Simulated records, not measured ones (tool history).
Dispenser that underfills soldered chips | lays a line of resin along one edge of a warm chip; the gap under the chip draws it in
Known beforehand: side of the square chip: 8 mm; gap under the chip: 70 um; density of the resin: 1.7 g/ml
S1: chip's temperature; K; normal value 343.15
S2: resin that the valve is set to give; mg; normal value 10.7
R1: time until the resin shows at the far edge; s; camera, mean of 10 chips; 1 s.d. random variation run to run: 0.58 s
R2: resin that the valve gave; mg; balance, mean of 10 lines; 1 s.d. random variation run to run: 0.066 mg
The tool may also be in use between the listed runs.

run	hour	S1	S2	R1	R2
1	0.0	343.15	10.7	48.0	10.52
2	4.5	343.15	10.7	56.4	10.49
3	7.9	343.15	10.7	66.6	10.61
4	11.5	343.15	11.2	78.4	11.08
5	15.3	343.15	11.2	93.3	11.15
# hour 18.6: new syringe of resin
6	19.5	343.15	11.2	51.3	11.05
7	24.1	343.15	11.2	61.6	10.93
8	27.3	343.15	11.2	71.2	10.97
9	30.5	343.15	11.2	80.9	11.04
10	35.1	343.15	11.2	99.3	11.03
# hour 37.5: new syringe of resin
11	38.1	344.15	10.7	47.5	10.39
12	42.7	343.15	9.7	61.8	9.44
13	46.9	343.15	9.7	75.9	9.56
14	49.3	343.15	9.7	84.4	9.49
15	51.4	343.15	9.7	91.4	9.29
16	53.7	343.15	12.3	95.1	11.83
# hour 56.1: new syringe of resin
17	56.7	352.15	10.9	31.5	10.56
18	60.2	354.15	11.0	33.7	10.74
19	64.1	356.15	12.0	36.3	11.56
20	66.6	340.15	13.7	85.3	13.14
21	71.6	340.15	13.7	107.6	13.21
# hour 74.7: new syringe of resin
22	75.0	343.15	9.8	49.5	9.33
23	79.8	350.15	11.6	41.0	11.06
24	82.8	338.15	9.2	93.9	8.82
25	85.1	341.15	13.9	80.5	13.47
26	88.5	343.15	13.9	83.5	13.33
# hour 93.3: new syringe of resin
27	93.6	352.15	9.2	33.5	8.79
28	96.6	345.15	13.5	49.4	13.02

What if the next run were any one of these 3? Each begins from the tool's condition after run 28:
A	101.5	345.15	11.2	?	?
B	101.5	331.15	10.3	?	?
C	101.5	337.15	10.0	?	?

run	R1	R2
A	62.4	10.73
B	129.8	9.71
C	94.3	9.49
What these runs would have given with no unlogged condition in the tool:
run	R1	R2
A	44.6	11.24
B	92.4	10.17
C	66.7	9.95
